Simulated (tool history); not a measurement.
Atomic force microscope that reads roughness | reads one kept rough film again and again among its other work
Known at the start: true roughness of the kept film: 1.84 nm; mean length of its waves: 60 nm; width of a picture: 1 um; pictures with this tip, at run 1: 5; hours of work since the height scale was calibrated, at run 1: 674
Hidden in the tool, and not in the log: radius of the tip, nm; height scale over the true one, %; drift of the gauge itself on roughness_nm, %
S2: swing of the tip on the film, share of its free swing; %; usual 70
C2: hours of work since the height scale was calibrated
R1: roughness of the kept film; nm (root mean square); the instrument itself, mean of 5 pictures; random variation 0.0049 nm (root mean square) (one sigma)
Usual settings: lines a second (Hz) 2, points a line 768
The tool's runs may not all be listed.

Run 1, hour 0: usual settings; pictures with this tip 5; C2 674. Result: R1 1.713 nm (root mean square).
Run 2, hour 23.4: usual settings; pictures with this tip 31; C2 689. Result: R1 1.677 nm (root mean square).
Run 3, hour 40.6: usual settings; pictures with this tip 51; C2 700. Result: R1 1.652 nm (root mean square).
Run 4, hour 54.7: usual settings; pictures with this tip 67; C2 709. Result: R1 1.627 nm (root mean square).
At hour 59.3: new tip fitted.
Run 5, hour 82.3: usual settings; pictures with this tip 26; C2 727. Result: R1 1.677 nm (root mean square).
Run 6, hour 99.9: usual settings; pictures with this tip 46; C2 738. Result: R1 1.656 nm (root mean square).
Run 7, hour 111.6: usual settings but lines a second (Hz) 0.92; pictures with this tip 60; C2 745. Result: R1 1.699 nm (root mean square).
At hour 123.5: new tip fitted.
Run 8, hour 130.5: usual settings but lines a second (Hz) 0.92; pictures with this tip 7; C2 757. Result: R1 1.76 nm (root mean square).
Run 9, hour 157.3: usual settings but lines a second (Hz) 0.92, points a line 481; pictures with this tip 38; C2 774. Result: R1 1.72 nm (root mean square).
Run 10, hour 175.1: usual settings but points a line 344; pictures with this tip 58; C2 786. Result: R1 1.633 nm (root mean square).
At hour 187.4: new tip fitted.
Run 11, hour 195.6: usual settings but points a line 344; pictures with this tip 9; C2 799. Result: R1 1.708 nm (root mean square).
Run 12, hour 207.9: usual settings but points a line 596; pictures with this tip 23; C2 807. Result: R1 1.691 nm (root mean square).
Run 13, hour 233: usual settings; pictures with this tip 52; C2 823. Result: R1 1.648 nm (root mean square).
Run 14, hour 247.8: usual settings; pictures with this tip 69; C2 832. Result: R1 1.645 nm (root mean square).
At hour 252.8: new tip fitted.
Run 15, hour 263.5: usual settings but lines a second (Hz) 1.65, S2 62 %, points a line 472; pictures with this tip 12; C2 842. Result: R1 1.759 nm (root mean square).
Run 16, hour 283.3: usual settings but S2 62 %, points a line 489; pictures with this tip 35; C2 855. Result: R1 1.71 nm (root mean square).
Run 17, hour 310.9: usual settings but S2 82 %, points a line 476; pictures with this tip 66; C2 872. Result: R1 1.559 nm (root mean square).
At hour 317.5: new tip fitted.
Run 18, hour 335: usual settings but lines a second (Hz) 3.24, S2 81 %, points a line 476; pictures with this tip 20; C2 888. Result: R1 1.517 nm (root mean square).
Run 19, hour 349.6: usual settings but lines a second (Hz) 0.79, S2 58 %, points a line 640; pictures with this tip 37; C2 897. Result: R1 1.751 nm (root mean square).
Run 20, hour 369.4: usual settings but lines a second (Hz) 2.29, S2 66 %, points a line 805; pictures with this tip 59; C2 910. Result: R1 1.652 nm (root mean square).
At hour 381.3: new tip fitted.
Run 21, hour 393.9: usual settings but lines a second (Hz) 0.63, S2 72 %, points a line 646; pictures with this tip 15; C2 925. Result: R1 1.763 nm (root mean square).
Run 22, hour 420.9: usual settings but lines a second (Hz) 3.5, S2 77 %, points a line 374; pictures with this tip 46; C2 942. Result: R1 1.514 nm (root mean square).
Run 23, hour 436.4: usual settings but lines a second (Hz) 3.5, S2 77 %, points a line 374; pictures with this tip 63; C2 952. Result: R1 1.492 nm (root mean square).
At hour 444.7: new tip fitted.
Run 24, hour 456.3: usual settings but S2 59 %; pictures with this tip 13; C2 965. Result: R1 1.758 nm (root mean square).
Run 25, hour 478.9: usual settings but lines a second (Hz) 0.51; pictures with this tip 39; C2 979. Result: R1 1.753 nm (root mean square).
Run 26, hour 505.5: usual settings but lines a second (Hz) 1.03, S2 60 %, points a line 293; pictures with this tip 69; C2 996. Result: R1 1.703 nm (root mean square).
At hour 509.4: new tip fitted.
Run 27, hour 527.7: usual settings but lines a second (Hz) 1.03, S2 60 %, points a line 293; pictures with this tip 21; C2 1010. Result: R1 1.764 nm (root mean square).
Run 28, hour 547: usual settings but S2 69 %, points a line 346; pictures with this tip 43; C2 1023. Result: R1 1.665 nm (root mean square).

4 ways to go on from here, each from the tool as it stands after run 28. What would each give?
Run A, hour 571: usual settings but lines a second (Hz) 1.18, S2 64 %, points a line 578; pictures with this tip 71; C2 1038. Result: R1 ?.
Run B, hour 571: usual settings but points a line 908; pictures with this tip 71; C2 1038. Result: R1 ?.
Run C, hour 571: usual settings but lines a second (Hz) 0.87, points a line 724; pictures with this tip 71; C2 1038. Result: R1 ?.
Run D, hour 571: usual settings but lines a second (Hz) 0.64; pictures with this tip 71; C2 1038. Result: R1 ?.

run     R1
  A  1.698
  B  1.638
  C  1.697
  D  1.711
Without the tool's hidden state the same runs would have given:
run     R1
  A  1.767
  B  1.705
  C  1.766
  D  1.781
